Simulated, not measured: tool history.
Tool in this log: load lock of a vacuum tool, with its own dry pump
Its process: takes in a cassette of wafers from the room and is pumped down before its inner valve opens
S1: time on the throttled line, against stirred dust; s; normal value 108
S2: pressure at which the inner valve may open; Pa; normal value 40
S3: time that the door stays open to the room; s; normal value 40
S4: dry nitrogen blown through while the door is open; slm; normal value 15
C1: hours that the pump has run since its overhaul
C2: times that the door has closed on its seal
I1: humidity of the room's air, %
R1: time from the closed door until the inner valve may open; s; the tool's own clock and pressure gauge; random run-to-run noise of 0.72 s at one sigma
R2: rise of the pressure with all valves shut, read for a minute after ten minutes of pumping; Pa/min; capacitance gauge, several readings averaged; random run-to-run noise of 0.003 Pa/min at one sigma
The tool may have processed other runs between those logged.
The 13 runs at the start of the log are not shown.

Run 14, hour 1968.8: usual settings but S2 60 Pa, S4 25 slm; C1 9278; C2 1042; I1 47.1. Result: R1 181.3 s, R2 0.035 Pa/min.
Run 15, hour 2113.9: usual settings but S2 60 Pa, S4 25 slm; C1 9423; C2 1715; I1 44.6. Result: R1 181.6 s, R2 0.041 Pa/min.
Run 16, hour 2247.4: usual settings but S1 84 s; C1 9557; C2 2334; I1 46.3. Result: R1 166.5 s, R2 0.045 Pa/min.
Run 17, hour 2371.7: usual settings but S1 84 s; C1 9681; C2 2910; I1 44.7. Result: R1 166.5 s, R2 0.056 Pa/min.
Run 18, hour 2521.1: usual settings but S1 84 s; C1 9830; C2 3603; I1 46.1. Result: R1 165.4 s, R2 0.054 Pa/min.
Run 19, hour 2730: usual settings but S1 84 s, S3 32 s, S4 5 slm; C1 10039; C2 4572; I1 46.3. Result: R1 166.2 s, R2 0.057 Pa/min.
Run 20, hour 2821.9: usual settings but S1 170 s, S2 38 Pa, S3 141 s, S4 9 slm; C1 10131; C2 4998; I1 47.6. Result: R1 240.5 s, R2 0.135 Pa/min.
Run 21, hour 2956.6: usual settings but S1 140 s, S2 29 Pa, S3 35 s, S4 34 slm; C1 10266; C2 5623; I1 44.8. Result: R1 216.4 s, R2 0.05 Pa/min.
Run 22, hour 3154: usual settings but S1 140 s, S2 29 Pa, S3 35 s, S4 34 slm; C1 10463; C2 6538; I1 46.3. Result: R1 219.2 s, R2 0.054 Pa/min.
Run 23, hour 3328.9: usual settings but S3 30 s, S4 26 slm; C1 10638; C2 7349; I1 45.7. Result: R1 186.9 s, R2 0.064 Pa/min.
Run 24, hour 3520.2: usual settings but S1 201 s, S2 52 Pa, S3 30 s, S4 42 slm; C1 10830; C2 8236; I1 42.6. Result: R1 260.4 s, R2 0.065 Pa/min.
Run 25, hour 3644.9: usual settings but S1 201 s, S2 52 Pa, S3 30 s, S4 42 slm; C1 10954; C2 8815; I1 45.6. Result: R1 261.5 s, R2 0.065 Pa/min.
Run 26, hour 3826.1: usual settings but S1 115 s, S2 43 Pa, S3 222 s; C1 11135; C2 9655; I1 40.8. Result: R1 192 s, R2 0.174 Pa/min.
Run 27, hour 3986: usual settings but S2 43 Pa, S3 98 s; C1 11295; C2 10397; I1 45.7. Result: R1 187.6 s, R2 0.124 Pa/min.
Run 28, hour 4074.6: usual settings but S2 33 Pa, S3 56 s, S4 11 slm; C1 11384; C2 10807; I1 46.7. Result: R1 189.8 s, R2 0.105 Pa/min.
Run 29, hour 4163.3: usual settings but S2 33 Pa, S3 56 s, S4 11 slm; C1 11473; C2 11219; I1 44.4. Result: R1 190.8 s, R2 0.108 Pa/min.
Run 30, hour 4352.2: usual settings but S2 34 Pa, S3 56 s, S4 11 slm; C1 11662; C2 12095; I1 44.4. Result: R1 189.8 s, R2 0.121 Pa/min.
Run 31, hour 4486.7: usual settings but S2 34 Pa, S3 56 s, S4 11 slm; C1 11796; C2 12719; I1 44. Result: R1 189.9 s, R2 0.117 Pa/min.
Run 32, hour 4585.1: usual settings but S1 204 s, S2 29 Pa, S3 228 s, S4 39 slm; C1 11894; C2 13175; I1 45.5. Result: R1 270 s, R2 0.164 Pa/min.
Run 33, hour 4754.3: usual settings but S1 204 s, S2 29 Pa, S3 228 s, S4 39 slm; C1 12064; C2 13960; I1 45.2. Result: R1 273 s, R2 0.179 Pa/min.
Run 34, hour 4896.9: usual settings but S1 67 s, S2 29 Pa, S3 195 s, S4 39 slm; C1 12206; C2 14621; I1 44.9. Result: R1 159.5 s, R2 0.169 Pa/min.
Run 35, hour 5039: usual settings but S1 197 s; C1 12348; C2 15280; I1 45.4. Result: R1 260.7 s, R2 0.129 Pa/min.
Run 36, hour 5234.5: usual settings but S1 70 s, S3 104 s; C1 12544; C2 16186; I1 43.6. Result: R1 157.1 s, R2 0.172 Pa/min.

Predict each of these 3 candidate next runs independently; none follows another, all start after run 36:
Run A, hour 5404.3: usual settings but S2 53 Pa; C1 12714; C2 16974; I1 49. Result: R1 ?, R2 ?.
Run B, hour 5404.3: usual settings but S1 70 s, S2 42 Pa, S3 98 s, S4 39 slm; C1 12714; C2 16974; I1 44.2. Result: R1 ?, R2 ?.
Run C, hour 5404.3: usual settings but S1 70 s, S3 104 s, S4 9 slm; C1 12714; C2 16974; I1 43.9. Result: R1 ?, R2 ?.

run     R1     R2
  A  184.8  0.139
  B  156.5  0.152
  C    158  0.185
The same runs, with their run-to-run variation unchanged, on a tool lacking any hidden condition would have given:
run     R1     R2
  A  175.2  0.035
  B  145.7  0.049
  C  147.1   0.08
